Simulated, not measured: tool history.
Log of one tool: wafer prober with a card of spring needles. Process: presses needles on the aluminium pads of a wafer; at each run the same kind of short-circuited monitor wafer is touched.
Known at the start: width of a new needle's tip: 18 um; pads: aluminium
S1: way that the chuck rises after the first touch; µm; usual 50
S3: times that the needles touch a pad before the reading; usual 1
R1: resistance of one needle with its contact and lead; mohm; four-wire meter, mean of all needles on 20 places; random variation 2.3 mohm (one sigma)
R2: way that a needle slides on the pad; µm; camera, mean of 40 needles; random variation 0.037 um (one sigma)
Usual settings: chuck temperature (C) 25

run 1 day=0.000 | S1=50 chuck_temperature_(C)=25 S3=1 | R1=258 R2=11.58
-- day=0.804 tips cleaned on abrasive film
-- day=1.833 tips cleaned on abrasive film
run 2 day=2.362 | S1=50 chuck_temperature_(C)=25 S3=2 | R1=258 R2=11.60
-- day=2.750 tips cleaned on abrasive film
-- day=3.383 height of the first contact set anew
-- day=3.771 tips cleaned on abrasive film
-- day=4.604 tips cleaned on abrasive film
-- day=5.600 tips cleaned on abrasive film
run 3 day=6.200 | S1=50 chuck_temperature_(C)=25 S3=2 | R1=256 R2=11.51
-- day=6.588 tips cleaned on abrasive film
-- day=7.525 tips cleaned on abrasive film
-- day=8.521 tips cleaned on abrasive film
run 4 day=9.275 | S1=50 chuck_temperature_(C)=25 S3=2 | R1=258 R2=11.53
-- day=9.488 tips cleaned on abrasive film
-- day=10.433 tips cleaned on abrasive film
-- day=11.408 tips cleaned on abrasive film
-- day=12.242 tips cleaned on abrasive film
-- day=13.150 tips cleaned on abrasive film
run 5 day=13.150 | S1=50 chuck_temperature_(C)=25 S3=1 | R1=258 R2=11.53
-- day=14.150 tips cleaned on abrasive film
-- day=15.167 tips cleaned on abrasive film
-- day=15.388 height of the first contact set anew
-- day=16.204 tips cleaned on abrasive film
run 6 day=16.867 | S1=50 chuck_temperature_(C)=25 S3=1 | R1=255 R2=11.47
-- day=17.075 tips cleaned on abrasive film
-- day=18.067 tips cleaned on abrasive film
-- day=18.900 tips cleaned on abrasive film
run 7 day=18.942 | S1=50 chuck_temperature_(C)=60 S3=1 | R1=270 R2=11.46
-- day=19.775 tips cleaned on abrasive film
-- day=20.604 tips cleaned on abrasive film
-- day=21.604 tips cleaned on abrasive film
-- day=22.479 tips cleaned on abrasive film
run 8 day=22.479 | S1=50 chuck_temperature_(C)=25 S3=1 | R1=255 R2=11.39
-- day=23.479 tips cleaned on abrasive film
-- day=24.312 tips cleaned on abrasive film
-- day=25.325 tips cleaned on abrasive film
run 9 day=26.058 | S1=49 chuck_temperature_(C)=25 S3=1 | R1=258 R2=11.15
-- day=26.267 tips cleaned on abrasive film
-- day=27.296 tips cleaned on abrasive film
-- day=27.308 height of the first contact set anew
-- day=28.308 tips cleaned on abrasive film
-- day=29.346 tips cleaned on abrasive film
run 10 day=29.688 | S1=51 chuck_temperature_(C)=33 S3=2 | R1=257 R2=11.63
-- day=30.300 tips cleaned on abrasive film
-- day=31.317 tips cleaned on abrasive film
-- day=32.150 tips cleaned on abrasive film
-- day=33.054 tips cleaned on abrasive film
run 11 day=33.054 | S1=51 chuck_temperature_(C)=29 S3=2 | R1=256 R2=11.74
-- day=34.025 tips cleaned on abrasive film
-- day=34.938 tips cleaned on abrasive film
-- day=35.971 tips cleaned on abrasive film
run 12 day=36.721 | S1=51 chuck_temperature_(C)=29 S3=2 | R1=259 R2=11.59
-- day=36.896 tips cleaned on abrasive film
-- day=37.867 tips cleaned on abrasive film
-- day=38.821 tips cleaned on abrasive film
-- day=39.200 height of the first contact set anew
run 13 day=39.479 | S1=54 chuck_temperature_(C)=41 S3=1 | R1=261 R2=12.32
-- day=39.692 tips cleaned on abrasive film
-- day=40.729 tips cleaned on abrasive film
-- day=41.767 tips cleaned on abrasive film
run 14 day=41.846 | S1=54 chuck_temperature_(C)=41 S3=1 | R1=260 R2=12.23
-- day=42.629 tips cleaned on abrasive film
-- day=43.650 tips cleaned on abrasive film
run 15 day=44.171 | S1=50 chuck_temperature_(C)=97 S3=1 | R1=278 R2=11.32

3 ways to go on from here, each from the tool as it stands after run 15. What would each give?
-- day=44.592 tips cleaned on abrasive film
-- day=45.579 tips cleaned on abrasive film
-- day=46.575 tips cleaned on abrasive film
run A day=47.375 | S1=66 chuck_temperature_(C)=90 S3=2 | R1=? R2=?
-- day=44.592 tips cleaned on abrasive film
-- day=45.579 tips cleaned on abrasive film
-- day=46.575 tips cleaned on abrasive film
run B day=47.375 | S1=36 chuck_temperature_(C)=66 S3=3 | R1=? R2=?
-- day=44.592 tips cleaned on abrasive film
-- day=45.579 tips cleaned on abrasive film
-- day=46.575 tips cleaned on abrasive film
run C day=47.375 | S1=49 chuck_temperature_(C)=94 S3=1 | R1=? R2=?

run=A R1=273 R2=14.91
run=B R1=288 R2=8.12
run=C R1=280 R2=11.11
Without the tool's hidden state the same runs would have given:
run=A R1=273 R2=15.22
run=B R1=288 R2=8.29
run=C R1=280 R2=11.33
